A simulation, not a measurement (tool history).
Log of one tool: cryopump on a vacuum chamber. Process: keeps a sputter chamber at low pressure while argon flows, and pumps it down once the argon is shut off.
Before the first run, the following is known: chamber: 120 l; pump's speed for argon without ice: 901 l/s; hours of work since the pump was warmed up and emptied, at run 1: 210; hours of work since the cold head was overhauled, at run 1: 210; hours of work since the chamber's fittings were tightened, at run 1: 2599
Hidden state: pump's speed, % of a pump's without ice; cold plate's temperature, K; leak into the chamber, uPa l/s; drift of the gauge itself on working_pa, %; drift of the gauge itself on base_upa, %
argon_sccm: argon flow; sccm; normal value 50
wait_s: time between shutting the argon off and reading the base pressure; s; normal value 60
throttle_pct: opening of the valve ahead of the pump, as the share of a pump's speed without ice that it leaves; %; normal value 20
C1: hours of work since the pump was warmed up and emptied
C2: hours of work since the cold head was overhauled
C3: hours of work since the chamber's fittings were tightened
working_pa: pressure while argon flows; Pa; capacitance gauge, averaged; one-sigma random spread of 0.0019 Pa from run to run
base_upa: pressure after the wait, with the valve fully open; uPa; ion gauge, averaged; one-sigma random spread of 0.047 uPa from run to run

run 1 hour=0.0 | argon_sccm=50 wait_s=60 throttle_pct=20 | C1=210 C2=210 C3=2599 | working_pa=0.4806 base_upa=5.11
run 2 hour=11.7 | argon_sccm=50 wait_s=60 throttle_pct=20 | C1=219 C2=219 C3=2607 | working_pa=0.4810 base_upa=5.17
run 3 hour=28.2 | argon_sccm=50 wait_s=151 throttle_pct=20 | C1=230 C2=230 C3=2618 | working_pa=0.4850 base_upa=3.69
run 4 hour=44.5 | argon_sccm=50 wait_s=60 throttle_pct=23 | C1=241 C2=241 C3=2629 | working_pa=0.4227 base_upa=5.19
run 5 hour=65.4 | argon_sccm=50 wait_s=60 throttle_pct=23 | C1=255 C2=255 C3=2644 | working_pa=0.4218 base_upa=5.15
run 6 hour=75.9 | argon_sccm=50 wait_s=60 throttle_pct=23 | C1=263 C2=263 C3=2651 | working_pa=0.4241 base_upa=5.08
run 7 hour=87.6 | argon_sccm=50 wait_s=60 throttle_pct=23 | C1=271 C2=271 C3=2659 | working_pa=0.4225 base_upa=5.16
run 8 hour=106.9 | argon_sccm=50 wait_s=60 throttle_pct=20 | C1=284 C2=284 C3=2672 | working_pa=0.4875 base_upa=5.41
run 9 hour=116.4 | argon_sccm=50 wait_s=60 throttle_pct=20 | C1=290 C2=290 C3=2679 | working_pa=0.4905 base_upa=5.32
run 10 hour=131.7 | argon_sccm=50 wait_s=60 throttle_pct=20 | C1=301 C2=301 C3=2689 | working_pa=0.4875 base_upa=5.42
run 11 hour=153.5 | argon_sccm=50 wait_s=60 throttle_pct=20 | C1=316 C2=316 C3=2704 | working_pa=0.4886 base_upa=5.57

Run 12 is up next; what results do you expect?
run 12 hour=167.4 | argon_sccm=42 wait_s=26 throttle_pct=29 | C1=325 C2=325 C3=2714 | working_pa=? base_upa=?

Run 12 measured working_pa 0.2877 Pa, base_upa 8.93 uPa.
With the hidden condition absent and the run-to-run variation left alone, this run would have shown working_pa 0.2705 Pa, base_upa 6.26 uPa.
